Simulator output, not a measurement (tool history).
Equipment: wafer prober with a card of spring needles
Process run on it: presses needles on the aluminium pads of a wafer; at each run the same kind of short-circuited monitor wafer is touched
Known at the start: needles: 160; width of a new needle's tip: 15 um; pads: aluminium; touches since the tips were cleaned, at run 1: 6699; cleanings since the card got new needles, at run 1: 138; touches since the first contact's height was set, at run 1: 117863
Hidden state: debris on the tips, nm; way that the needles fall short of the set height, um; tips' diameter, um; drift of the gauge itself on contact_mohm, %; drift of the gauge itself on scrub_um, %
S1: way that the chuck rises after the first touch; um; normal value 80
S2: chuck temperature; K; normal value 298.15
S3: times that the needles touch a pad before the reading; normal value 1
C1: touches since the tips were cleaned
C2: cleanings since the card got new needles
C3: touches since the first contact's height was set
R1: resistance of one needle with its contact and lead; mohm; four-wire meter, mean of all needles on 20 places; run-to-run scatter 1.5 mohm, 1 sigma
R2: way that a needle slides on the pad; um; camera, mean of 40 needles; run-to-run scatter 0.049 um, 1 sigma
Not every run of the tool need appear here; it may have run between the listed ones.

run 1 day=0 | S1=80 S2=298.15 S3=1 | C1=6699 C2=138 C3=117863 | R1=139 R2=19.84
-- day=0.225 tips cleaned on abrasive film
-- day=1.333 tips cleaned on abrasive film
run 2 day=2.138 | S1=80 S2=298.15 S3=1 | C1=6118 C2=140 C3=134088 | R1=138 R2=19.86
-- day=2.338 tips cleaned on abrasive film
-- day=3.362 tips cleaned on abrasive film
-- day=3.375 height of the first contact set anew
-- day=4.267 tips cleaned on abrasive film
run 3 day=4.3 | S1=80 S2=298.15 S3=1 | C1=267 C2=143 C3=7005 | R1=139 R2=19.87
-- day=5.188 tips cleaned on abrasive film
-- day=6.242 tips cleaned on abrasive film
-- day=7.35 tips cleaned on abrasive film
-- day=8.417 tips cleaned on abrasive film
run 4 day=8.454 | S1=80 S2=298.15 S3=1 | C1=292 C2=147 C3=38530 | R1=138 R2=19.9
-- day=9.512 tips cleaned on abrasive film
-- day=10.6 tips cleaned on abrasive film
-- day=11.588 tips cleaned on abrasive film
run 5 day=12.083 | S1=80 S2=298.15 S3=1 | C1=3781 C2=150 C3=66074 | R1=138 R2=19.89
-- day=12.696 tips cleaned on abrasive film
-- day=13.804 tips cleaned on abrasive film
-- day=14.892 tips cleaned on abrasive film
run 6 day=14.908 | S1=80 S2=298.15 S3=1 | C1=136 C2=153 C3=87508 | R1=140 R2=19.91
-- day=15.796 tips cleaned on abrasive film
-- day=16.829 tips cleaned on abrasive film
-- day=17.842 tips cleaned on abrasive film
run 7 day=17.842 | S1=95 S2=300.15 S3=1 | C1=0 C2=156 C3=109779 | R1=138 R2=23.78
-- day=18.908 tips cleaned on abrasive film
-- day=20.017 tips cleaned on abrasive film
run 8 day=20.35 | S1=72 S2=319.15 S3=2 | C1=2530 C2=158 C3=128812 | R1=142 R2=17.94
-- day=20.983 tips cleaned on abrasive film
-- day=22.038 tips cleaned on abrasive film
-- day=22.267 height of the first contact set anew
-- day=23.112 tips cleaned on abrasive film
run 9 day=23.275 | S1=81 S2=388.15 S3=2 | C1=1218 C2=161 C3=7629 | R1=151 R2=20.17
-- day=24.142 tips cleaned on abrasive film
-- day=25.217 tips cleaned on abrasive film
-- day=26.254 tips cleaned on abrasive film
run 10 day=26.879 | S1=80 S2=376.15 S3=2 | C1=4755 C2=164 C3=35000 | R1=151 R2=19.91
-- day=27.325 tips cleaned on abrasive film
-- day=28.404 tips cleaned on abrasive film
-- day=29.442 tips cleaned on abrasive film
-- day=30.329 tips cleaned on abrasive film
run 11 day=30.817 | S1=61 S2=298.15 S3=1 | C1=3706 C2=168 C3=64880 | R1=143 R2=15.19

Branching from run 11: 5 alternative next runs. What would each branch give?
-- day=31.262 tips cleaned on abrasive film
-- day=32.358 tips cleaned on abrasive film
-- day=33.429 tips cleaned on abrasive film
-- day=34.488 tips cleaned on abrasive film
run A day=34.608 | S1=80 S2=324.15 S3=2 | C1=916 C2=172 C3=93632 | R1=? R2=?
-- day=31.262 tips cleaned on abrasive film
-- day=32.358 tips cleaned on abrasive film
-- day=33.429 tips cleaned on abrasive film
-- day=34.488 tips cleaned on abrasive film
run B day=34.608 | S1=88 S2=323.15 S3=1 | C1=916 C2=172 C3=93632 | R1=? R2=?
-- day=31.262 tips cleaned on abrasive film
-- day=32.358 tips cleaned on abrasive film
-- day=33.429 tips cleaned on abrasive film
-- day=34.488 tips cleaned on abrasive film
run C day=34.608 | S1=70 S2=391.15 S3=1 | C1=916 C2=172 C3=93632 | R1=? R2=?
-- day=31.262 tips cleaned on abrasive film
-- day=32.358 tips cleaned on abrasive film
-- day=33.429 tips cleaned on abrasive film
-- day=34.488 tips cleaned on abrasive film
run D day=34.608 | S1=92 S2=381.15 S3=1 | C1=916 C2=172 C3=93632 | R1=? R2=?
-- day=31.262 tips cleaned on abrasive film
-- day=32.358 tips cleaned on abrasive film
-- day=33.429 tips cleaned on abrasive film
-- day=34.488 tips cleaned on abrasive film
run E day=34.608 | S1=71 S2=298.15 S3=2 | C1=916 C2=172 C3=93632 | R1=? R2=?

run=A R1=145 R2=19.87
run=B R1=143 R2=21.87
run=C R1=157 R2=17.44
run=D R1=150 R2=22.94
run=E R1=140 R2=17.68
What these runs would have given with no unlogged condition in the tool:
run=A R1=145 R2=19.87
run=B R1=142 R2=21.87
run=C R1=157 R2=17.45
run=D R1=150 R2=22.95
run=E R1=140 R2=17.69
